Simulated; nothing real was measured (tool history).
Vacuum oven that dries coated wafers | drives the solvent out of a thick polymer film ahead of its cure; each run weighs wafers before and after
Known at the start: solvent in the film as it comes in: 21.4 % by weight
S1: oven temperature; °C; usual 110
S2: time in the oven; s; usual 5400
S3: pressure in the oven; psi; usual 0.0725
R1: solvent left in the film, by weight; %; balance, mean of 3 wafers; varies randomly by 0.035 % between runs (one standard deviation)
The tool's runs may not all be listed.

run,hour,S1,S2,S3,R1
1,0.0,110,5400,0.0725,3.36
2,7.5,110,5400,0.1342,3.59
3,21.1,121,5400,0.1342,0.87
4,35.2,121,5400,0.1342,0.86
5,44.4,121,5400,0.1342,0.83
6,54.2,110,5400,0.0725,3.40
7,64.9,110,5400,0.0725,3.35
8,72.5,109,5400,0.0725,3.76
9,79.4,109,5400,0.0453,3.69
10,90.2,113,5100,0.0454,2.61
11,98.2,110,8100,0.0725,1.59
12,104.9,119,3720,0.0725,2.30
13,115.7,123,5280,0.1642,0.71
14,128.1,110,3960,0.1169,5.30
15,140.0,119,5400,0.1366,1.18
16,147.5,125,3240,0.0589,1.29
17,161.3,103,5160,0.2759,7.35
18,175.5,98,5160,0.2756,9.49

Below are 5 alternative next runs, each starting from the tool's condition after run 18. Predict each:
A,184.7,104,6060,0.0625,?
B,184.7,104,6180,0.0725,?
C,184.7,98,3240,0.2756,?
D,184.7,105,5940,0.0561,?
E,184.7,121,5400,0.0725,?

run,R1
A,5.22
B,5.03
C,11.89
D,4.78
E,0.71
The same runs, with their run-to-run variation unchanged, on a tool lacking any hidden condition would have given:
run,R1
A,5.13
B,4.94
C,11.82
D,4.69
E,0.68
